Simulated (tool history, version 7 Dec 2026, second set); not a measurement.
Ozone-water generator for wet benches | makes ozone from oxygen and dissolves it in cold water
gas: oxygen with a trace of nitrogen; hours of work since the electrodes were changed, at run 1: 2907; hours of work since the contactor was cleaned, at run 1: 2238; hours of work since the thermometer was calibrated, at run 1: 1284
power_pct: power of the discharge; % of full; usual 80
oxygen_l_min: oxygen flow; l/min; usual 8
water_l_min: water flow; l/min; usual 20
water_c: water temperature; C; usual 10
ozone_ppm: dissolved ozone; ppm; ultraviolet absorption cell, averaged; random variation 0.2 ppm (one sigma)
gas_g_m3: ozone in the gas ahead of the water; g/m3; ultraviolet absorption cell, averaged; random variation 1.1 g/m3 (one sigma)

run,hour,power_pct,oxygen_l_min,water_l_min,water_c,hours of work since the electrodes were changed,hours of work since the contactor was cleaned,hours of work since the thermometer was calibrated,ozone_ppm,gas_g_m3
1,0,80,8,20,10,2907,2238,1284,25.6,186.7
2,103.7,80,8,20,10,2982,2313,1359,25.5,185.6
3,158.7,80,8,20,10,3022,2353,1399,25.5,185.6
4,233.9,80,8,20,10,3076,2407,1454,25.8,186.6
5,342.5,80,8,20,10,3155,2486,1532,25.6,186.1
6,446.7,80,8,20,10,3230,2561,1608,25.3,185.7
7,502.1,65,8,20,10,3270,2602,1648,21.6,161.4
8,568.2,65,8,20,10,3318,2649,1696,21.9,159.4
9,621.1,65,8,20,10,3357,2688,1734,21.8,160.5
10,723.1,80,11.26,20,10,3431,2762,1808,24.3,150.6
11,806.8,80,11.26,20,10,3491,2822,1869,24,149.8
12,914.7,80,8,20,10,3570,2901,1947,24.9,183.1
13,983.2,80,8,20,10,3619,2950,1997,25,182.5
# hour 996.2: contactor cleaned
14,1046.9,80,8,20,10,3662,37,2040,24.4,182.1
15,1137.9,80,8,20,10,3728,103,2106,24.4,181.4
16,1195.1,80,8,20,10,3770,144,2148,24.3,180.3
17,1251.9,80,8,20,10,3811,185,2189,24.1,180.1
18,1340.5,66,8,31,6,3875,250,2253,15,158.8
19,1403.3,66,8,31,6,3921,295,2299,14.8,159.2

Run 20 comes next. What will it give?
20,1522.3,80,8,20,12,4007,381,2385,?,?

{"run 20": {"ozone_ppm": 23.5, "gas_g_m3": 178.9}}
Without the tool's hidden state the same run would have given ozone_ppm 27.9 ppm, gas_g_m3 199.5 g/m3.

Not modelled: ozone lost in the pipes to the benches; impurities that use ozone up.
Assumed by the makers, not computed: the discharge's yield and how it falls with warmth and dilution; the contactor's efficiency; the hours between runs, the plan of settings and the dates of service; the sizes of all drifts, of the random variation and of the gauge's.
